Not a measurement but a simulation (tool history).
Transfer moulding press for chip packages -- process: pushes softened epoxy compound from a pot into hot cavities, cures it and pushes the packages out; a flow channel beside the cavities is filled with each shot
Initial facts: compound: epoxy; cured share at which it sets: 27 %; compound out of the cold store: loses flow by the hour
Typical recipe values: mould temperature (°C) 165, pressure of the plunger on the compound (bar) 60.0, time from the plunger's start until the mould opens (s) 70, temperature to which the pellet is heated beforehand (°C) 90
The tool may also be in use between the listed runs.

run,hour,mould temperature (°C),pressure of the plunger on the compound (bar),time from the plunger's start until the mould opens (s),temperature to which the pellet is heated beforehand (°C),incoming compound's hours out of the cold store,length that the compound runs in the flow channel (mm),greatest force on the pins that push the packages out (N)
1,0.0,165,60.0,70,90,34.6,717,909
# hour 30.5: cavities cleaned with cleaning compound and waxed
2,31.1,165,60.0,51,90,28.2,744,1231
3,75.1,165,60.0,51,90,41.7,681,1895
4,109.3,169,60.0,70,90,38.3,686,703
# hour 113.1: cavities cleaned with cleaning compound and waxed
5,132.9,169,60.0,70,90,22.2,760,599
6,176.9,165,60.0,70,90,18.2,785,921
# hour 182.6: plunger's sealing rings changed
# hour 201.3: cavities cleaned with cleaning compound and waxed
7,212.6,165,60.0,70,90,8.2,856,739
8,236.9,171,60.0,70,90,19.5,775,597
9,270.7,171,60.0,70,90,9.3,830,679
# hour 283.9: cavities cleaned with cleaning compound and waxed
10,298.0,171,63.0,70,90,22.0,779,498
11,346.6,165,60.0,70,90,47.4,655,872
# hour 367.8: cavities cleaned with cleaning compound and waxed
12,396.2,165,60.0,70,90,39.7,687,784
13,419.1,165,54.0,70,90,38.0,658,845
# hour 439.3: plunger's sealing rings changed
14,450.6,165,54.0,70,90,16.9,765,971
# hour 455.5: cavities cleaned with cleaning compound and waxed
15,501.7,172,54.0,70,90,42.9,633,588
# hour 537.8: cavities cleaned with cleaning compound and waxed
16,553.3,168,54.0,70,100,38.5,650,527
17,598.0,168,54.0,70,100,19.9,731,747
# hour 621.2: cavities cleaned with cleaning compound and waxed
18,641.9,164,62.9,70,100,29.1,750,726
19,683.2,164,62.9,70,100,28.2,752,879
# hour 696.9: plunger's sealing rings changed
# hour 706.4: cavities cleaned with cleaning compound and waxed
20,730.4,164,62.9,70,100,45.5,682,745
21,781.3,164,62.9,70,100,19.9,804,947
# hour 789.0: cavities cleaned with cleaning compound and waxed
22,805.4,159,60.0,92,90,12.8,842,580
23,831.3,165,60.0,96,90,28.4,740,541
24,859.9,165,60.0,58,85,27.4,748,1597
# hour 871.3: cavities cleaned with cleaning compound and waxed
# hour 876.8: mould's thermocouples calibrated
25,896.3,165,60.0,66,85,43.5,675,870
26,920.1,165,48.7,98,85,27.0,674,550
# hour 955.9: plunger's sealing rings changed
# hour 961.5: cavities cleaned with cleaning compound and waxed
27,961.6,165,57.9,67,97,16.9,791,623

Here are 3 independent what-if runs from the current tool condition. What would each one return?
A,991.7,165,72.5,70,87,11.4,?,?
B,991.7,165,59.4,67,97,12.2,?,?
C,991.7,161,60.0,62,81,30.7,?,?

run,length that the compound runs in the flow channel (mm),greatest force on the pins that push the packages out (N)
A,923,893
B,827,933
C,751,1528
Take away the tool's hidden state, keep each run's random variation, and the runs would have read:
run,length that the compound runs in the flow channel (mm),greatest force on the pins that push the packages out (N)
A,927,593
B,830,618
C,754,1011

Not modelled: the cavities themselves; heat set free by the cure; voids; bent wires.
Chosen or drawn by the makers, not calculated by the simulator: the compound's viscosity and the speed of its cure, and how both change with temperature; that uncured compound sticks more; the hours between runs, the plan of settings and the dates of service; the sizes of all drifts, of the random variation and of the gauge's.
